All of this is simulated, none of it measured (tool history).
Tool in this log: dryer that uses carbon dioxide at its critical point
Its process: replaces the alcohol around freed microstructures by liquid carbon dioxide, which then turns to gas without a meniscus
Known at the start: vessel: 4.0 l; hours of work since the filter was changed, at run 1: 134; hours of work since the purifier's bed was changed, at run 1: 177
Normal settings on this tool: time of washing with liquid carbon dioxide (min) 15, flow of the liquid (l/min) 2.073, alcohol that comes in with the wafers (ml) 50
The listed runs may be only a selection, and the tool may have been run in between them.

run,hour,time of washing with liquid carbon dioxide (min),flow of the liquid (l/min),alcohol that comes in with the wafers (ml),hours of work since the filter was changed,hours of work since the purifier's bed was changed,alcohol left in the vessel before it's heated (ppm by volume)
1,0,15,2.073,50,134,177,70
2,11.3,13,2.073,50,141,184,95
3,20.5,15,2.073,50,147,190,76
4,36.8,15,2.073,50,158,201,71
5,53.3,15,2.073,50,168,211,84
6,70.5,15,2.073,50,179,223,89
7,83.5,15,2.073,50,188,231,100
8,94.9,19,2.073,50,195,238,79
9,111.7,19,2.073,50,206,249,79
10,134,19,2.073,50,221,264,84
11,144,19,2.073,50,227,270,87
12,153.8,19,2.073,50,233,277,79
13,168.2,19,2.073,50,243,286,86
14,178.7,15,2.073,50,250,293,111
15,200.4,15,2.073,50,264,307,116
16,211.8,15,2.073,68,271,314,124
17,227.8,15,2.073,50,281,325,114
18,244.3,15,2.073,50,292,335,127
19,259.1,15,2.073,50,302,345,128
20,277.7,15,2.073,50,314,357,134
21,296.7,15,2.073,50,326,369,131
22,308.1,15,2.073,50,333,377,130
23,323.2,15,2.073,50,343,387,142
# hour 337.2: inlet filter changed
24,345.4,15,2.073,50,5,400,127
25,357.9,15,2.53,24,13,408,114
26,373.4,10,2.073,50,23,418,240
27,388.8,19,2.073,78,33,428,123
28,400.6,9,2.12,35,41,436,250
29,411.8,14,2.073,50,48,443,143
30,430.7,11,2.073,50,61,456,206
31,447.4,15,1.49,49,71,466,229
32,456.8,15,1.49,49,78,473,230
33,475.6,15,3.07,49,90,485,136
34,491.8,15,3.07,49,100,495,127
35,513,22,3.07,49,114,509,142
36,526.6,13,2.073,50,123,518,181
37,538.4,12,2.46,63,131,525,177
38,553.3,16,2.61,50,140,535,152
39,568.9,16,1.33,50,150,545,299
40,583.8,16,1.33,50,160,555,312
41,599.8,15,1.55,94,170,565,344
42,619,15,1.68,50,183,578,229
43,635,22,1.83,45,193,588,172
44,653.5,22,1.83,45,205,600,179
45,674.6,17,1.91,20,219,614,178
46,685.7,9,1.68,112,226,621,1438
47,703.8,21,2.073,86,238,633,182

4 ways to go on from here, each from the tool as it stands after run 47. What would each give?
A,720.2,21,2.03,70,248,643,?
B,720.2,21,2.62,86,248,643,?
C,720.2,11,1.86,21,248,643,?
D,720.2,21,3.37,86,248,643,?

run,alcohol left in the vessel before it's heated (ppm by volume)
A,192
B,181
C,264
D,174
Take away the tool's hidden state, keep each run's random variation, and the runs would have read:
run,alcohol left in the vessel before it's heated (ppm by volume)
A,13
B,10
C,58
D,1
